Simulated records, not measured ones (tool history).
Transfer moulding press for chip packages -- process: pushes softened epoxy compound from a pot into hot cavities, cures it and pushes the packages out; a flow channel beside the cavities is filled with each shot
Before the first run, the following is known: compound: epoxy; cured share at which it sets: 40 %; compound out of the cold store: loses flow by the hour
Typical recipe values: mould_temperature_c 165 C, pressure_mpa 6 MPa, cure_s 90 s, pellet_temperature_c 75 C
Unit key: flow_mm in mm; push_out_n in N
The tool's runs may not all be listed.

run	day	mould_temperature_c	pressure_mpa	cure_s	pellet_temperature_c	incoming compound's hours out of the cold store	flow_mm	push_out_n
1	0	165	6	90	75	43.2	837	856
# day 0.925: cavities cleaned with cleaning compound and waxed
2	2.967	165	6	74	75	43.6	829	1045
# day 3.662: plunger's sealing rings changed
# day 3.938: cavities cleaned with cleaning compound and waxed
3	5.246	165	6	74	75	46	846	944
# day 7.083: cavities cleaned with cleaning compound and waxed
4	8.846	165	6	90	75	11.4	1034	847
# day 10.175: cavities cleaned with cleaning compound and waxed
5	11.008	165	6	90	75	41.7	869	701
6	12.712	165	6	90	75	27.7	939	887
# day 13.188: cavities cleaned with cleaning compound and waxed
7	15.492	165	6	74	75	16.5	964	1174
# day 15.95: mould's thermocouples calibrated
# day 16.342: cavities cleaned with cleaning compound and waxed
8	18.538	165	6	74	75	47.2	828	1098
# day 19.446: cavities cleaned with cleaning compound and waxed
9	20.421	165	6	74	75	36.2	876	954
# day 22.538: cavities cleaned with cleaning compound and waxed
10	23.929	165	4.78	90	75	19.7	847	821
# day 24.688: plunger's sealing rings changed
# day 25.554: cavities cleaned with cleaning compound and waxed
11	26.079	165	4.78	90	75	22	870	675
# day 28.517: cavities cleaned with cleaning compound and waxed
12	28.583	165	6.78	90	75	16.8	1082	545
# day 31.525: cavities cleaned with cleaning compound and waxed
13	31.525	165	6.78	90	75	42.3	924	503
14	34.042	165	6.51	72	75	47.1	874	1196
# day 34.554: cavities cleaned with cleaning compound and waxed
15	35.979	161	6	91	75	46.1	869	951
# day 37.512: cavities cleaned with cleaning compound and waxed
16	37.958	161	6	91	75	11.5	1027	746
# day 40.658: cavities cleaned with cleaning compound and waxed
17	41.183	161	7.36	87	73	46.4	925	824
# day 43.688: cavities cleaned with cleaning compound and waxed
18	44.142	161	5.68	87	69	15.8	974	804
# day 45.721: plunger's sealing rings changed
19	46.554	161	5.68	87	69	10.6	1042	1282
# day 46.988: cavities cleaned with cleaning compound and waxed
20	48.45	159	6	90	75	11.5	1076	1164
# day 50.1: cavities cleaned with cleaning compound and waxed
21	50.625	159	6	90	75	23.5	989	922
22	52.375	159	5.24	90	71	30.1	886	1194
# day 53.183: cavities cleaned with cleaning compound and waxed
23	55.904	165	5.15	78	79	41	808	1042
# day 56.175: cavities cleaned with cleaning compound and waxed
# day 59.3: cavities cleaned with cleaning compound and waxed
24	60.05	165	5.15	78	79	46.1	766	766
# day 62.271: cavities cleaned with cleaning compound and waxed
25	62.438	170	7.36	78	71	37.9	928	527
# day 65.304: cavities cleaned with cleaning compound and waxed
26	66.246	170	7.36	78	71	28.8	970	711

Here are 3 independent what-if runs from the current tool condition. What would each one return?
# day 66.625: plunger's sealing rings changed
# day 68.371: cavities cleaned with cleaning compound and waxed
A	69.629	172	6	90	71	12.9	?	?
# day 66.625: plunger's sealing rings changed
# day 68.371: cavities cleaned with cleaning compound and waxed
B	69.629	160	7.36	94	68	35.3	?	?
# day 66.625: plunger's sealing rings changed
# day 68.371: cavities cleaned with cleaning compound and waxed
C	69.629	170	5.46	113	71	27.7	?	?

run	flow_mm	push_out_n
A	988	719
B	1016	903
C	891	697
Stripped of hidden state, with their random variation kept, the same runs would have yielded:
run	flow_mm	push_out_n
A	998	456
B	1027	573
C	900	443
